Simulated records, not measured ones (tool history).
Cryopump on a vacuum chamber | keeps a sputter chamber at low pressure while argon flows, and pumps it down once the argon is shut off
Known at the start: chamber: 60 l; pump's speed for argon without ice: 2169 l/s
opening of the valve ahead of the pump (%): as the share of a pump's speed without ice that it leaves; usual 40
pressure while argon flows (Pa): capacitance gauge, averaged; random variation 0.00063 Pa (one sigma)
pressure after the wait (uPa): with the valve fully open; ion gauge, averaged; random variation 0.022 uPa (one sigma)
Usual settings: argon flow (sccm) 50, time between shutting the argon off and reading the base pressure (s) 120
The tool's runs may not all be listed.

| run | hour | argon flow (sccm) | time between shutting the argon off and reading the base pressure (s) | opening of the valve ahead of the pump (%) | pressure while argon flows (Pa) | pressure after the wait (uPa) |
|---|---|---|---|---|---|---|
| 1 | 0.0 | 50 | 120 | 40 | 0.1023 | 2.03 |
| 2 | 23.9 | 50 | 120 | 40 | 0.1019 | 2.06 |
| 3 | 38.1 | 50 | 120 | 40 | 0.1017 | 2.04 |
| 4 | 61.6 | 50 | 79 | 40 | 0.1010 | 2.37 |
| 5 | 85.4 | 50 | 120 | 40 | 0.1016 | 2.12 |
| 6 | 110.0 | 50 | 120 | 40 | 0.1028 | 2.17 |
| 7 | 133.2 | 50 | 120 | 40 | 0.1020 | 2.21 |
| 8 | 156.0 | 50 | 221 | 43 | 0.0963 | 1.93 |
| 9 | 184.6 | 33 | 55 | 19 | 0.1401 | 2.81 |
| 10 | 209.0 | 33 | 55 | 19 | 0.1397 | 2.83 |
| 11 | 221.7 | 33 | 55 | 19 | 0.1393 | 2.87 |
| 12 | 245.3 | 33 | 55 | 19 | 0.1408 | 2.80 |
| 13 | 260.6 | 98 | 120 | 22 | 0.3618 | 2.24 |
| 14 | 286.2 | 98 | 120 | 22 | 0.3595 | 2.34 |

Forecast each of these 3 alternatives for the next run:
| A | 309.1 | 91 | 22 | 20 | ? | ? |
| B | 309.1 | 47 | 186 | 30 | ? | ? |
| C | 309.1 | 51 | 33 | 49 | ? | ? |

| run | pressure while argon flows (Pa) | pressure after the wait (uPa) |
|---|---|---|
| A | 0.3668 | 4.42 |
| B | 0.1286 | 2.21 |
| C | 0.0877 | 3.74 |
Without the tool's hidden state the same runs would have given:
| run | pressure while argon flows (Pa) | pressure after the wait (uPa) |
|---|---|---|
| A | 0.3530 | 2.72 |
| B | 0.1215 | 0.48 |
| C | 0.0800 | 1.96 |
